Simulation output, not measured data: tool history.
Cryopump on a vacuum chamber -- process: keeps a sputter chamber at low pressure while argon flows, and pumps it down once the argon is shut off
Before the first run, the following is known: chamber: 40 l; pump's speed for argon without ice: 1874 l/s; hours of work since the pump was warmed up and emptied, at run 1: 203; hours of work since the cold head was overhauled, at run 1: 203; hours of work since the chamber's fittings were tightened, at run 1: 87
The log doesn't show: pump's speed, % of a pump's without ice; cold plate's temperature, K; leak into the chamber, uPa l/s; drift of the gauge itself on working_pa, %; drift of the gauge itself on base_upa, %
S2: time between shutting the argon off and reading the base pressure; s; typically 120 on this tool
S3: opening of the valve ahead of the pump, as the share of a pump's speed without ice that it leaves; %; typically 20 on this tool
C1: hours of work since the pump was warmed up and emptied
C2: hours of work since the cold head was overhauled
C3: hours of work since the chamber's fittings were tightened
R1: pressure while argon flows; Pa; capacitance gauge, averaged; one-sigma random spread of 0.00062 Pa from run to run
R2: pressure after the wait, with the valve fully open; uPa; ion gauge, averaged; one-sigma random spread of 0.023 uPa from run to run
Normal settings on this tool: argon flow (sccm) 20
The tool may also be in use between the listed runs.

run 1 hour=0.0 | argon_flow_(sccm)=20 S2=120 S3=20 | C1=203 C2=203 C3=87 | R1=0.0917 R2=0.84
run 2 hour=18.2 | argon_flow_(sccm)=39 S2=120 S3=20 | C1=214 C2=214 C3=99 | R1=0.1795 R2=0.84
run 3 hour=45.1 | argon_flow_(sccm)=39 S2=120 S3=20 | C1=231 C2=231 C3=115 | R1=0.1794 R2=0.84
run 4 hour=65.0 | argon_flow_(sccm)=20 S2=120 S3=20 | C1=243 C2=243 C3=127 | R1=0.0920 R2=0.86
run 5 hour=88.2 | argon_flow_(sccm)=20 S2=120 S3=20 | C1=257 C2=257 C3=142 | R1=0.0911 R2=0.86
run 6 hour=112.2 | argon_flow_(sccm)=20 S2=120 S3=26 | C1=272 C2=272 C3=156 | R1=0.0710 R2=0.86
run 7 hour=141.8 | argon_flow_(sccm)=20 S2=120 S3=48 | C1=290 C2=290 C3=175 | R1=0.0398 R2=0.91
run 8 hour=155.8 | argon_flow_(sccm)=29 S2=38 S3=17 | C1=299 C2=299 C3=183 | R1=0.1583 R2=2.25
run 9 hour=178.0 | argon_flow_(sccm)=29 S2=38 S3=22 | C1=313 C2=313 C3=197 | R1=0.1226 R2=2.19
run 10 hour=201.6 | argon_flow_(sccm)=28 S2=249 S3=38 | C1=327 C2=327 C3=212 | R1=0.0689 R2=0.65
run 11 hour=216.8 | argon_flow_(sccm)=28 S2=249 S3=38 | C1=336 C2=336 C3=221 | R1=0.0689 R2=0.68
run 12 hour=237.1 | argon_flow_(sccm)=34 S2=249 S3=53 | C1=349 C2=349 C3=233 | R1=0.0613 R2=0.68
run 13 hour=264.7 | argon_flow_(sccm)=18 S2=128 S3=20 | C1=366 C2=366 C3=250 | R1=0.0837 R2=0.99
run 14 hour=295.7 | argon_flow_(sccm)=18 S2=128 S3=20 | C1=385 C2=385 C3=270 | R1=0.0830 R2=1.04

What would each run have given without the hidden state, its run-to-run variation left as it was?
run=1 R1=0.0903 R2=0.75
run=2 R1=0.1768 R2=0.75
run=3 R1=0.1765 R2=0.72
run=4 R1=0.0904 R2=0.73
run=5 R1=0.0894 R2=0.72
run=6 R1=0.0692 R2=0.70
run=7 R1=0.0378 R2=0.73
run=8 R1=0.1554 R2=2.06
run=9 R1=0.1196 R2=1.99
run=10 R1=0.0659 R2=0.43
run=11 R1=0.0658 R2=0.45
run=12 R1=0.0573 R2=0.43
run=13 R1=0.0815 R2=0.73
run=14 R1=0.0807 R2=0.74
